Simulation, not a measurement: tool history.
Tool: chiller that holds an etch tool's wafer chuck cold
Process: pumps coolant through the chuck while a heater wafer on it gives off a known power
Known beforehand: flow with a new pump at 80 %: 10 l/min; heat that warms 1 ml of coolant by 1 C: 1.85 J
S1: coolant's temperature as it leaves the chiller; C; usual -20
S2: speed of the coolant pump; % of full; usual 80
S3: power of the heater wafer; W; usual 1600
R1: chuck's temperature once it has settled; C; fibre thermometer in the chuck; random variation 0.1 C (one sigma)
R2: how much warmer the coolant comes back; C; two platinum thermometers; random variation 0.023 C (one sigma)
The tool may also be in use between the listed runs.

| run | hour | S1 | S2 | S3 | R1 | R2 |
|---|---|---|---|---|---|---|
| 1 | 0.0 | -20 | 80 | 1600 | -5.9 | 5.53 |
| 2 | 67.2 | -20 | 80 | 1600 | -6.0 | 5.51 |
| 3 | 213.6 | -20 | 80 | 1120 | -10.2 | 3.87 |
| 4 | 306.5 | -20 | 80 | 1120 | -10.1 | 3.88 |
|  | 350.7 | chiller's thermometer calibrated |
| 5 | 456.3 | -20 | 80 | 1570 | -5.9 | 5.46 |
| 6 | 551.9 | -20 | 75 | 1600 | -4.9 | 5.94 |
| 7 | 645.2 | -20 | 80 | 1600 | -5.6 | 5.62 |
| 8 | 708.8 | -20 | 80 | 1600 | -5.5 | 5.57 |
| 9 | 785.0 | -20 | 80 | 1600 | -5.5 | 5.62 |
| 10 | 914.1 | -20 | 80 | 818 | -12.7 | 2.86 |
| 11 | 1062.3 | -20 | 80 | 1600 | -5.4 | 5.62 |
| 12 | 1189.9 | -20 | 80 | 1600 | -5.3 | 5.60 |
| 13 | 1282.9 | -20 | 80 | 1600 | -5.4 | 5.64 |
| 14 | 1393.7 | -20 | 80 | 1600 | -5.6 | 5.59 |
| 15 | 1483.1 | -20 | 80 | 1600 | -5.4 | 5.58 |
| 16 | 1618.7 | -20 | 74 | 2312 | 2.3 | 8.85 |
| 17 | 1724.4 | -20 | 74 | 2312 | 2.3 | 8.80 |
| 18 | 1867.5 | -28 | 77 | 2009 | -9.0 | 7.36 |
| 19 | 1964.0 | -23 | 69 | 1989 | -2.8 | 8.21 |
| 20 | 2070.5 | -23 | 69 | 1989 | -2.8 | 8.25 |
| 21 | 2203.2 | -20 | 82 | 1600 | -5.6 | 5.54 |
| 22 | 2350.6 | -20 | 82 | 1600 | -5.5 | 5.55 |
| 23 | 2470.6 | -17 | 76 | 2227 | 4.6 | 8.35 |
|  | 2480.8 | chiller's thermometer calibrated |
| 24 | 2578.0 | -10 | 83 | 1668 | 5.5 | 5.67 |
| 25 | 2664.8 | -30 | 82 | 1129 | -19.5 | 3.91 |
| 26 | 2776.1 | -25 | 80 | 1600 | -9.9 | 5.72 |
| 27 | 2916.7 | -12 | 78 | 1211 | -0.3 | 4.43 |

Below are 3 alternative next runs, each starting from the tool's condition after run 27. Predict each:
|  | 2967.5 | coolant pump overhauled |
| A | 3042.1 | -13 | 80 | 1600 | ? | ? |
|  | 2967.5 | coolant pump overhauled |
| B | 3042.1 | -29 | 70 | 887 | ? | ? |
|  | 2967.5 | coolant pump overhauled |
| C | 3042.1 | -25 | 80 | 1790 | ? | ? |

| run | R1 | R2 |
|---|---|---|
| A | 1.3 | 5.19 |
| B | -20.5 | 3.31 |
| C | -8.6 | 5.79 |
Without the tool's hidden state the same runs would have given:
| run | R1 | R2 |
|---|---|---|
| A | -0.5 | 5.19 |
| B | -21.5 | 3.31 |
| C | -10.6 | 5.79 |

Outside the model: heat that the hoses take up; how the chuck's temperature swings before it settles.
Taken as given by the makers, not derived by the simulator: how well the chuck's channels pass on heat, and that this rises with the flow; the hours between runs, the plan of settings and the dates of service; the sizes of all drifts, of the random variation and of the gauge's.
